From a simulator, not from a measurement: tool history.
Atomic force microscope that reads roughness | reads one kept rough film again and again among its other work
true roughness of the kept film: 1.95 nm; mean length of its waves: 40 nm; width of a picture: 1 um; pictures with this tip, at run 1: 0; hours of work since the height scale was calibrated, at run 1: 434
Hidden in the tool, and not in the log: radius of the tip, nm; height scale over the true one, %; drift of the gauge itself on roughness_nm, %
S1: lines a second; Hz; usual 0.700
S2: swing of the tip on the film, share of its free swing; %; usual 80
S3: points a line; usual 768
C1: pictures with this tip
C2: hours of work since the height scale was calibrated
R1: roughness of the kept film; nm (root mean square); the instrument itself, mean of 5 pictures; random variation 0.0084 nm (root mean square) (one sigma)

| run | day | S1 | S2 | S3 | C1 | C2 | R1 |
|---|---|---|---|---|---|---|---|
| 1 | 0.000 | 0.700 | 80 | 768 | 0 | 434 | 1.844 |
| 2 | 1.254 | 0.700 | 80 | 768 | 34 | 450 | 1.828 |
| 3 | 2.754 | 0.700 | 80 | 768 | 75 | 468 | 1.801 |
| 4 | 4.575 | 2.263 | 80 | 768 | 124 | 491 | 1.672 |
| 5 | 6.267 | 2.263 | 80 | 768 | 170 | 512 | 1.662 |
|  | 6.475 | new tip fitted |
| 6 | 8.208 | 0.700 | 80 | 768 | 48 | 536 | 1.808 |
| 7 | 9.075 | 0.700 | 80 | 768 | 71 | 546 | 1.797 |
| 8 | 9.996 | 2.748 | 80 | 768 | 96 | 558 | 1.655 |
| 9 | 11.138 | 0.700 | 80 | 375 | 127 | 572 | 1.771 |
| 10 | 12.738 | 0.700 | 80 | 768 | 171 | 592 | 1.730 |
|  | 12.938 | new tip fitted |
| 11 | 13.717 | 0.700 | 80 | 518 | 21 | 604 | 1.846 |
| 12 | 15.275 | 0.700 | 80 | 768 | 63 | 623 | 1.817 |
| 13 | 17.254 | 0.700 | 80 | 369 | 117 | 647 | 1.759 |
| 14 | 18.925 | 0.700 | 87 | 768 | 163 | 668 | 1.724 |
|  | 19.279 | new tip fitted |
| 15 | 21.054 | 0.700 | 87 | 768 | 48 | 694 | 1.798 |
| 16 | 22.554 | 0.700 | 87 | 768 | 89 | 713 | 1.770 |
| 17 | 23.754 | 0.700 | 87 | 768 | 122 | 727 | 1.753 |
| 18 | 24.900 | 0.700 | 80 | 768 | 153 | 742 | 1.751 |
|  | 25.729 | new tip fitted |
| 19 | 26.842 | 0.697 | 80 | 360 | 30 | 765 | 1.835 |
| 20 | 27.875 | 0.697 | 80 | 360 | 58 | 778 | 1.801 |
|  | 28.079 | height scale calibrated on a step standard |
| 21 | 29.733 | 0.697 | 80 | 360 | 108 | 20 | 1.789 |
|  | 31.167 | height scale calibrated on a step standard, once more |
| 22 | 31.754 | 1.314 | 67 | 959 | 162 | 7 | 1.750 |
|  | 32.183 | new tip fitted |
| 23 | 33.267 | 0.910 | 58 | 466 | 29 | 26 | 1.836 |
| 24 | 34.417 | 2.235 | 68 | 768 | 60 | 40 | 1.779 |
| 25 | 35.992 | 0.700 | 68 | 768 | 103 | 59 | 1.787 |
| 26 | 37.888 | 0.700 | 68 | 768 | 155 | 83 | 1.763 |
|  | 38.558 | new tip fitted |
| 27 | 38.996 | 1.245 | 61 | 768 | 12 | 96 | 1.867 |
| 28 | 40.150 | 3.848 | 58 | 768 | 43 | 111 | 1.798 |
| 29 | 41.783 | 0.931 | 56 | 768 | 87 | 131 | 1.826 |
| 30 | 43.692 | 0.931 | 56 | 768 | 139 | 155 | 1.778 |
| 31 | 44.796 | 0.931 | 56 | 768 | 169 | 168 | 1.762 |
|  | 44.950 | new tip fitted |
| 32 | 46.546 | 1.949 | 55 | 391 | 44 | 190 | 1.833 |
| 33 | 47.875 | 2.147 | 80 | 399 | 80 | 206 | 1.706 |
| 34 | 49.354 | 2.147 | 85 | 628 | 120 | 224 | 1.637 |
| 35 | 50.383 | 2.728 | 64 | 593 | 148 | 237 | 1.703 |

How the hidden state differs across the entries between the runs, from the last listed run before each to the first after it:
Between runs 5 and 6: new tip fitted (day 6.475)
  radius of the tip, nm: 20 -> 9.9; height scale over the true one, %: 0.22 -> 0.23
  measured less the result without the state, R1: -0.113 -> -0.037 nm (root mean square)
Between runs 10 and 11: new tip fitted (day 12.938)
  radius of the tip, nm: 21.1 -> 7.3; height scale over the true one, %: 0.25 -> 0.26
  measured less the result without the state, R1: -0.126 -> -0.014 nm (root mean square)
Between runs 14 and 15: new tip fitted (day 19.279)
  radius of the tip, nm: 20.2 -> 9.7; height scale over the true one, %: 0.29 -> 0.3
  measured less the result without the state, R1: -0.117 -> -0.034 nm (root mean square)
Between runs 18 and 19: new tip fitted (day 25.729)
  radius of the tip, nm: 19.1 -> 7.8; height scale over the true one, %: 0.32 -> 0.33
  measured less the result without the state, R1: -0.110 -> -0.018 nm (root mean square)
Between runs 20 and 21: height scale calibrated on a step standard (day 28.079)
  radius of the tip, nm: 10.1 -> 14.8; height scale over the true one, %: 0.33 -> 0.49
  measured less the result without the state, R1: -0.037 -> -0.074 nm (root mean square)
Between runs 21 and 22: height scale calibrated on a step standard, once more (day 31.167)
  radius of the tip, nm: 14.8 -> 19.6; height scale over the true one, %: 0.49 -> 0.12
  measured less the result without the state, R1: -0.074 -> -0.118 nm (root mean square)
Between runs 22 and 23: new tip fitted (day 32.183)
  radius of the tip, nm: 19.6 -> 8; height scale over the true one, %: 0.12 -> 0.13
  measured less the result without the state, R1: -0.118 -> -0.023 nm (root mean square)
Between runs 26 and 27: new tip fitted (day 38.558)
  radius of the tip, nm: 19.5 -> 6.4; height scale over the true one, %: 0.15 -> 0.16
  measured less the result without the state, R1: -0.117 -> -0.009 nm (root mean square)
Between runs 31 and 32: new tip fitted (day 44.950)
  radius of the tip, nm: 20.4 -> 9.7; height scale over the true one, %: 0.19 -> 0.2
  measured less the result without the state, R1: -0.123 -> -0.037 nm (root mean square)

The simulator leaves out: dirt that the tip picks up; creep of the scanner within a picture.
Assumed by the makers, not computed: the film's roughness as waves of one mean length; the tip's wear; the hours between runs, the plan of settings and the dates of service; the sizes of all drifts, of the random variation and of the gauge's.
